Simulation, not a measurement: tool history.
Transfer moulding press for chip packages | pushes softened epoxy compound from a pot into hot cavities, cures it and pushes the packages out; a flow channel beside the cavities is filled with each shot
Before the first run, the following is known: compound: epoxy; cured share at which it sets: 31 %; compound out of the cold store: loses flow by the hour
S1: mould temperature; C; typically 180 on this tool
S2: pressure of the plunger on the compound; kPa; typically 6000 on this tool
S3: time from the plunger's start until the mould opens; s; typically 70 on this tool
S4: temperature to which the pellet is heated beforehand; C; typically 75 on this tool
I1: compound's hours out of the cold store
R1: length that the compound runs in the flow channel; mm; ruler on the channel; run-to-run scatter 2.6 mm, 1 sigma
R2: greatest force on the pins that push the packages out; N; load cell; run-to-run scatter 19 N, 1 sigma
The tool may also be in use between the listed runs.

run 1 hour=0 | S1=180 S2=6000 S3=70 S4=75 | I1=16.6 | R1=585 R2=1789
-- hour=28.8 cavities cleaned with cleaning compound and waxed
-- hour=103.4 cavities cleaned with cleaning compound and waxed
run 2 hour=103.4 | S1=180 S2=6000 S3=70 S4=75 | I1=31 | R1=539 R2=924
run 3 hour=149.2 | S1=180 S2=6000 S3=70 S4=75 | I1=41.6 | R1=515 R2=1657
-- hour=161 plunger's sealing rings changed
-- hour=179.8 cavities cleaned with cleaning compound and waxed
run 4 hour=226.6 | S1=180 S2=6000 S3=70 S4=75 | I1=47.6 | R1=521 R2=1623
-- hour=257.3 cavities cleaned with cleaning compound and waxed
-- hour=284.7 cavities cleaned with cleaning compound and waxed, once more
run 5 hour=312.8 | S1=180 S2=4800 S3=70 S4=75 | I1=40.6 | R1=466 R2=1400
-- hour=356.5 cavities cleaned with cleaning compound and waxed
-- hour=368 plunger's sealing rings changed
run 6 hour=374.2 | S1=180 S2=4800 S3=70 S4=75 | I1=32.4 | R1=501 R2=1249
run 7 hour=425.3 | S1=180 S2=4800 S3=70 S4=75 | I1=38.7 | R1=477 R2=1721
-- hour=433.4 cavities cleaned with cleaning compound and waxed
-- hour=467.4 mould's thermocouples calibrated
-- hour=512.5 cavities cleaned with cleaning compound and waxed
run 8 hour=512.5 | S1=180 S2=4800 S3=70 S4=75 | I1=19.1 | R1=501 R2=945
-- hour=574.3 plunger's sealing rings changed
-- hour=584.9 cavities cleaned with cleaning compound and waxed
run 9 hour=601.9 | S1=180 S2=6000 S3=70 S4=75 | I1=18.3 | R1=578 R2=1281
-- hour=659 cavities cleaned with cleaning compound and waxed
run 10 hour=674.6 | S1=180 S2=6000 S3=70 S4=75 | I1=16.3 | R1=570 R2=1300
-- hour=730.8 cavities cleaned with cleaning compound and waxed
run 11 hour=758.3 | S1=180 S2=6000 S3=70 S4=75 | I1=16.7 | R1=563 R2=1495
-- hour=786.1 plunger's sealing rings changed
-- hour=805.6 cavities cleaned with cleaning compound and waxed
run 12 hour=832.8 | S1=180 S2=6000 S3=70 S4=75 | I1=28.7 | R1=558 R2=1500

Predict the results of run 13:
-- hour=879.6 cavities cleaned with cleaning compound and waxed
run 13 hour=879.6 | S1=175 S2=4960 S3=67 S4=84 | I1=20 | R1=? R2=?

Run 13 produced R1 526 mm, R2 1430 N.
If the tool had no hidden condition, the same run with the same run-to-run variation would have returned R1 540 mm, R2 1432 N.
